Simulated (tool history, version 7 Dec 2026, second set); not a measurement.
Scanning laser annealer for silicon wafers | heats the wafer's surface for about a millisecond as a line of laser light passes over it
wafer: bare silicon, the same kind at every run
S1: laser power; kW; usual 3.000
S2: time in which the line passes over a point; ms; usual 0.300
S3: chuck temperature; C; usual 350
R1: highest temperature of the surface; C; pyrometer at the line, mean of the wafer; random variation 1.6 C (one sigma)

Run 1, hour 0.0: usual settings. Result: R1 1137 C.
Run 2, hour 19.5: usual settings. Result: R1 1138 C.
Run 3, hour 36.2: usual settings. Result: R1 1136 C.
Run 4, hour 46.6: usual settings but S3 319 C. Result: R1 1102 C.
Run 5, hour 63.7: usual settings but S3 319 C. Result: R1 1105 C.
Run 6, hour 79.9: usual settings but S3 319 C. Result: R1 1103 C.
Run 7, hour 94.9: usual settings but S2 0.361 ms. Result: R1 1213 C.
Run 8, hour 106.1: usual settings. Result: R1 1135 C.
Run 9, hour 127.3: usual settings. Result: R1 1134 C.
Run 10, hour 137.0: usual settings. Result: R1 1133 C.
Run 11, hour 157.4: usual settings. Result: R1 1135 C.
Run 12, hour 171.9: usual settings but S1 2.843 kW, S2 0.329 ms, S3 351 C. Result: R1 1121 C.
Run 13, hour 188.4: usual settings but S1 2.843 kW, S2 0.211 ms, S3 351 C. Result: R1 963 C.
Run 14, hour 207.3: usual settings but S1 2.918 kW, S2 0.211 ms, S3 324 C. Result: R1 955 C.
Run 15, hour 228.1: usual settings but S1 2.760 kW. Result: R1 1059 C.
Run 16, hour 243.6: usual settings but S1 2.622 kW, S3 390 C. Result: R1 1057 C.
Run 17, hour 263.0: usual settings but S1 3.158 kW, S2 0.304 ms, S3 351 C. Result: R1 1183 C.
Run 18, hour 283.9: usual settings but S1 3.158 kW, S2 0.304 ms, S3 351 C. Result: R1 1181 C.
Run 19, hour 292.9: usual settings but S1 3.158 kW, S2 0.304 ms, S3 351 C. Result: R1 1183 C.

5 ways to go on from here, each from the tool as it stands after run 19. What would each give?
At hour 301.8: window over the wafer cleaned.
Run A, hour 308.4: usual settings but S1 2.561 kW, S2 0.238 ms. Result: R1 ?.
At hour 301.8: window over the wafer cleaned.
Run B, hour 308.4: usual settings but S1 3.158 kW, S2 0.319 ms, S3 351 C. Result: R1 ?.
At hour 301.8: window over the wafer cleaned.
Run C, hour 308.4: usual settings but S1 3.288 kW, S2 0.226 ms, S3 351 C. Result: R1 ?.
At hour 301.8: window over the wafer cleaned.
Run D, hour 308.4: usual settings but S1 2.943 kW, S2 0.318 ms, S3 342 C. Result: R1 ?.
At hour 301.8: window over the wafer cleaned.
Run E, hour 308.4: usual settings but S1 2.823 kW, S2 0.252 ms, S3 357 C. Result: R1 ?.

run    R1
  A   940
  B  1221
  C  1114
  D  1143
  E  1037
Without the tool's hidden state the same runs would have given:
run    R1
  A   944
  B  1228
  C  1119
  D  1149
  E  1042

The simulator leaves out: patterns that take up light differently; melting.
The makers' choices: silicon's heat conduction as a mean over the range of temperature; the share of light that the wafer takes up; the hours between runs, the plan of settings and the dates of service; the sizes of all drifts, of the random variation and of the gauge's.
